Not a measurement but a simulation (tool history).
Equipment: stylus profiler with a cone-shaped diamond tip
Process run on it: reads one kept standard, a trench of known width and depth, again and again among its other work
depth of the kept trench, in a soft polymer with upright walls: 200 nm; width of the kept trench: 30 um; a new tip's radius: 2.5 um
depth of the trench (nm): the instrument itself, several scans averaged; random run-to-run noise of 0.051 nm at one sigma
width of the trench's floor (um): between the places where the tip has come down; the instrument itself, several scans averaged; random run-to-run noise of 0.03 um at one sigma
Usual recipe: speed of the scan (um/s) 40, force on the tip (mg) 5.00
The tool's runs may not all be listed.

run      day  speed of the scan (um/s)  force on the tip (mg)  depth of the trench (nm)  width of the trench's floor (um)
  1    0.000                        40                   5.00                    201.44                             27.41
  2    1.717                        40                   5.00                    201.31                             27.45
       1.988  -- height scale calibrated on a step standard
  3    3.912                        19                   5.00                    200.76                             27.45
  4    5.462                        19                   5.00                    200.70                             27.45
  5    8.821                        19                   5.00                    200.74                             27.39
  6   10.304                        40                   5.00                    200.70                             27.38
  7   13.342                        40                   5.00                    200.66                             27.34
      14.362  -- height scale calibrated on a step standard, once more
  8   15.400                        40                   5.00                    202.48                             27.36
  9   17.767                        40                   5.00                    202.49                             27.33
 10   20.708                        16                   5.00                    202.42                             27.37
 11   24.042                        16                   5.00                    202.38                             27.35
 12   26.817                       119                   5.00                    202.29                             27.12
 13   30.054                        22                   5.00                    202.27                             27.31
 14   32.142                        40                   1.69                    201.05                             27.21
 15   34.775                        40                   1.69                    201.04                             27.16
 16   37.325                        40                   5.00                    202.23                             27.28
 17   39.312                        40                   5.00                    202.16                             27.31
 18   42.029                        40                   5.00                    202.18                             27.23
 19   44.738                        40                   1.87                    200.95                             27.19
 20   46.396                        40                   1.87                    201.05                             27.17
 21   49.917                        40                   5.00                    202.19                             27.20
 22   51.362                        40                   5.00                    201.99                             27.15
 23   52.858                        40                   5.00                    202.16                             27.18
 24   55.721                        19                  12.18                    203.93                             27.26
 25   58.317                        34                   6.13                    202.32                             27.22
 26   61.221                        34                   6.13                    202.37                             27.14
 27   63.446                        34                   6.13                    202.31                             27.20
 28   66.538                        34                  11.59                    203.79                             27.13
 29   68.608                        31                   1.68                    200.64                             27.07
 30   70.746                        31                   1.68                    200.65                             27.09
 31   73.075                        78                   8.50                    202.84                             27.06
 32   74.658                        25                   1.98                    200.65                             27.08
 33   77.579                        76                   2.36                    200.88                             26.99
 34   80.233                        43                  13.81                    204.09                             27.03
 35   83.204                        43                  13.81                    203.94                             27.07
 36   84.733                        69                  13.81                    204.14                             27.05
 37   86.496                        52                   5.31                    201.86                             27.00
 38   88.283                        52                   5.31                    201.81                             26.92
 39   90.683                        52                   5.31                    201.81                             26.98
 40   93.212                       134                   4.57                    201.51                             26.91
 41   95.271                        42                   6.90                    202.22                             27.02
 42   98.192                        96                   5.32                    201.67                             26.91
 43   99.671                        12                   4.19                    201.22                             26.98
 44  102.138                        12                   4.19                    201.34                             26.98
 45  104.129                        12                  11.50                    203.32                             26.95
 46  107.500                        96                   6.74                    201.97                             26.86

Table of differences, measured result less the result of that run with no hidden state. Run-to-run variation is the same in both. Gauge scatter possibly is not:
Hidden conditions of the tool in this case: radius of the tip, um; height scale over the true one, %; drift of the gauge itself on depth_nm, %; drift of the gauge itself on floor_um, %.
run  depth of the trench (nm)  width of the trench's floor (um)
  1                     -1.08                             -0.55
  2                     -1.10                             -0.56
  3                     -1.64                             -0.58
  4                     -1.65                             -0.58
  5                     -1.68                             -0.60
  6                     -1.70                             -0.61
  7                     -1.72                             -0.62
  8                     +0.07                             -0.63
  9                     +0.04                             -0.64
 10                     +0.01                             -0.65
 11                     -0.02                             -0.67
 12                     -0.06                             -0.68
 13                     -0.09                             -0.69
 14                     -0.11                             -0.70
 15                     -0.14                             -0.72
 16                     -0.16                             -0.73
 17                     -0.18                             -0.74
 18                     -0.21                             -0.74
 19                     -0.24                             -0.76
 20                     -0.25                             -0.77
 21                     -0.29                             -0.78
 22                     -0.30                             -0.79
 23                     -0.32                             -0.80
 24                     -0.36                             -0.81
 25                     -0.38                             -0.82
 26                     -0.41                             -0.83
 27                     -0.43                             -0.84
 28                     -0.47                             -0.85
 29                     -0.48                             -0.87
 30                     -0.50                             -0.87
 31                     -0.54                             -0.88
 32                     -0.55                             -0.89
 33                     -0.58                             -0.90
 34                     -0.61                             -0.92
 35                     -0.65                             -0.92
 36                     -0.66                             -0.93
 37                     -0.68                             -0.94
 38                     -0.70                             -0.95
 39                     -0.72                             -0.95
 40                     -0.74                             -0.97
 41                     -0.76                             -0.98
 42                     -0.79                             -0.99
 43                     -0.81                             -0.99
 44                     -0.83                             -1.01
 45                     -0.87                             -1.01
 46                     -0.90                             -1.02

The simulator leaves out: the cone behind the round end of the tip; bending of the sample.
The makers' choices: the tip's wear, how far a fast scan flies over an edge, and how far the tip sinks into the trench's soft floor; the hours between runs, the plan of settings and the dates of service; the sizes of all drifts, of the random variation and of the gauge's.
